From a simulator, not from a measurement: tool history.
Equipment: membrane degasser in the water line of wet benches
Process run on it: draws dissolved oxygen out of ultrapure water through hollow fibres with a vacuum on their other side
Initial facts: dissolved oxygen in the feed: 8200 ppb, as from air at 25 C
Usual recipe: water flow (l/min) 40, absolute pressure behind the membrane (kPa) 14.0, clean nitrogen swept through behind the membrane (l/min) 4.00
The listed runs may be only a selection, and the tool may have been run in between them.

run,hour,water flow (l/min),absolute pressure behind the membrane (kPa),clean nitrogen swept through behind the membrane (l/min),dissolved oxygen in the water behind the degasser (ppb),pressure that the water loses in the fibres (kPa)
1,0.0,40,14.0,4.00,492.5,56.43
2,53.2,40,14.0,4.00,492.8,56.28
3,112.0,40,14.0,1.81,729.7,56.25
4,164.8,40,14.0,1.81,735.9,56.26
5,226.5,40,14.0,1.81,731.4,56.71
# hour 291.4: vacuum gauge calibrated
6,293.7,40,14.0,4.00,491.7,56.33
7,337.6,40,10.7,4.00,416.6,56.36
8,395.5,40,14.0,4.00,496.6,56.50
9,448.9,40,14.0,4.00,500.9,56.51
10,484.2,39,14.0,4.00,477.2,55.05
11,519.9,40,14.0,2.69,584.1,56.41
12,573.7,40,14.0,2.69,598.9,57.08
13,622.5,40,14.0,1.79,741.1,56.63
14,654.0,40,29.7,5.74,663.2,56.86
# hour 678.4: seals of the vacuum lines changed
15,690.0,41,16.1,2.71,669.1,58.01
16,762.8,36,13.1,2.65,513.8,51.00
17,798.8,52,13.7,8.89,516.9,73.68
18,858.3,40,13.4,4.00,482.6,56.90
19,906.6,40,13.4,4.00,485.4,56.79
20,969.5,61,20.9,5.14,868.4,86.20
21,1040.9,44,20.9,7.38,528.2,62.31
22,1099.1,44,20.9,7.38,530.5,62.21
23,1148.7,44,20.9,7.38,534.0,62.47
24,1181.8,44,24.5,7.38,578.2,62.78
25,1240.0,40,24.6,7.01,527.7,56.35

Forecast each of these 4 alternatives for the next run:
A,1299.1,27,27.1,4.66,?,?
B,1299.1,34,30.3,2.41,?,?
C,1299.1,40,9.2,4.00,?,?
D,1299.1,30,24.6,7.01,?,?

run,dissolved oxygen in the water behind the degasser (ppb),pressure that the water loses in the fibres (kPa)
A,455.4,38.74
B,987.1,48.34
C,394.1,57.14
D,378.4,42.89
The same runs, with their run-to-run variation unchanged, on a tool lacking any hidden condition would have given:
run,dissolved oxygen in the water behind the degasser (ppb),pressure that the water loses in the fibres (kPa)
A,434.3,37.28
B,960.7,46.51
C,360.4,54.99
D,354.6,41.28
